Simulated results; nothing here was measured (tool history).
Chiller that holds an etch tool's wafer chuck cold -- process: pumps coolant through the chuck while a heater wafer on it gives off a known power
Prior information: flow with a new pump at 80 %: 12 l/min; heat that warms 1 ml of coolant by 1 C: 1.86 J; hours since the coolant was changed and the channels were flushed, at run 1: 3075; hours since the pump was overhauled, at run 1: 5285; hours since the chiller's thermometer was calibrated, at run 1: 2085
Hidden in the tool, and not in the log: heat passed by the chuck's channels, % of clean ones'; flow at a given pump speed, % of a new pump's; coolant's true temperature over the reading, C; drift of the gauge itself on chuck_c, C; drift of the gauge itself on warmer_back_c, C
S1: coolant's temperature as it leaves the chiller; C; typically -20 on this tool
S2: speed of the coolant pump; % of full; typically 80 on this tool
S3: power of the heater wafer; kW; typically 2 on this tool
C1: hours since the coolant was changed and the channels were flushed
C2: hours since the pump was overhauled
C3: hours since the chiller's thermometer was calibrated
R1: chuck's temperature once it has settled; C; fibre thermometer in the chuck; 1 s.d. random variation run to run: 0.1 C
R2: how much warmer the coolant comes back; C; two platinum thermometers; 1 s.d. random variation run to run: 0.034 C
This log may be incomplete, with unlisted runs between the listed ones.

| run | day | S1 | S2 | S3 | C1 | C2 | C3 | R1 | R2 |
|---|---|---|---|---|---|---|---|---|---|
| 1 | 0 | -20 | 80 | 2 | 3075 | 5285 | 2085 | 1.8 | 5.41 |
| 2 | 6.929 | -20 | 84 | 2 | 3242 | 5451 | 2251 | 1 | 5.05 |
| 3 | 11.833 | -20 | 84 | 2 | 3359 | 5569 | 2369 | 0.9 | 5.11 |
| 4 | 18.958 | -20 | 84 | 2 | 3530 | 5740 | 2540 | 1 | 5.15 |
| 5 | 23.333 | -20 | 84 | 2 | 3635 | 5845 | 2645 | 1.2 | 5.09 |
| 6 | 28.621 | -20 | 84 | 2 | 3762 | 5972 | 2772 | 1 | 5.16 |
| 7 | 33.362 | -23 | 84 | 2 | 3876 | 6085 | 2885 | -2 | 5.11 |
|  | 36.883 | coolant pump overhauled |
| 8 | 37.604 | -23 | 84 | 2 | 3973 | 17 | 2982 | -2.2 | 5.09 |
| 9 | 41.425 | -14 | 84 | 2 | 4065 | 109 | 3074 | 7.1 | 5.07 |
|  | 46.396 | coolant changed, channels flushed |
| 10 | 47.783 | -20 | 98 | 2 | 33 | 256 | 3221 | -1.8 | 4.36 |
| 11 | 54.992 | -20 | 80 | 2 | 206 | 429 | 3394 | 1.9 | 5.38 |
| 12 | 59.983 | -20 | 80 | 2 | 326 | 548 | 3513 | 1.9 | 5.31 |
| 13 | 64.712 | -20 | 80 | 2 | 440 | 662 | 3627 | 1.8 | 5.33 |
| 14 | 71.95 | -20 | 67 | 1.113 | 613 | 836 | 3801 | -5.7 | 3.65 |
| 15 | 75.633 | -12 | 88 | 1.021 | 702 | 924 | 3889 | -1.6 | 2.54 |
| 16 | 79.225 | -20 | 76 | 1.103 | 788 | 1010 | 3975 | -7.4 | 3.09 |
| 17 | 85.696 | -20 | 76 | 1.103 | 943 | 1166 | 4130 | -7.2 | 3.19 |
| 18 | 91.596 | -13 | 71 | 1.272 | 1085 | 1307 | 4272 | 2.5 | 3.85 |
| 19 | 98.033 | -18 | 80 | 2 | 1239 | 1462 | 4426 | 3.8 | 5.38 |
| 20 | 102.104 | -24 | 80 | 2 | 1337 | 1559 | 4524 | -2.2 | 5.39 |
|  | 103.333 | chiller's thermometer calibrated |
| 21 | 107.733 | -25 | 93 | 1.758 | 1471 | 1693 | 106 | -8.2 | 4.02 |
| 22 | 113.725 | -25 | 93 | 1.758 | 1615 | 1837 | 249 | -8.2 | 3.96 |
| 23 | 119.308 | -25 | 93 | 1.758 | 1749 | 1971 | 383 | -8.3 | 4.01 |
| 24 | 126.396 | -21 | 76 | 1.38 | 1919 | 2141 | 554 | -5.1 | 3.9 |
| 25 | 131.542 | -21 | 73 | 2.075 | 2042 | 2265 | 677 | 3.8 | 6.21 |
| 26 | 138.775 | -22 | 65 | 2 | 2216 | 2438 | 851 | 4.5 | 6.79 |

Forecast each of these 5 alternatives for the next run:
| A | 143.621 | -25 | 64 | 1.35 | 2332 | 2555 | 967 | ? | ? |
| B | 143.621 | -27 | 80 | 1.75 | 2332 | 2555 | 967 | ? | ? |
| C | 143.621 | -20 | 65 | 1.855 | 2332 | 2555 | 967 | ? | ? |
| D | 143.621 | -27 | 86 | 1.362 | 2332 | 2555 | 967 | ? | ? |
| E | 143.621 | -20 | 96 | 2 | 2332 | 2555 | 967 | ? | ? |

| run | R1 | R2 |
|---|---|---|
| A | -6.9 | 4.59 |
| B | -7.8 | 4.71 |
| C | 4.7 | 6.25 |
| D | -13 | 3.39 |
| E | -1.5 | 4.4 |
Without the tool's unlogged condition, the same runs would have read:
| run | R1 | R2 |
|---|---|---|
| A | -6.9 | 4.59 |
| B | -7.8 | 4.71 |
| C | 4.7 | 6.25 |
| D | -13 | 3.39 |
| E | -1.5 | 4.4 |
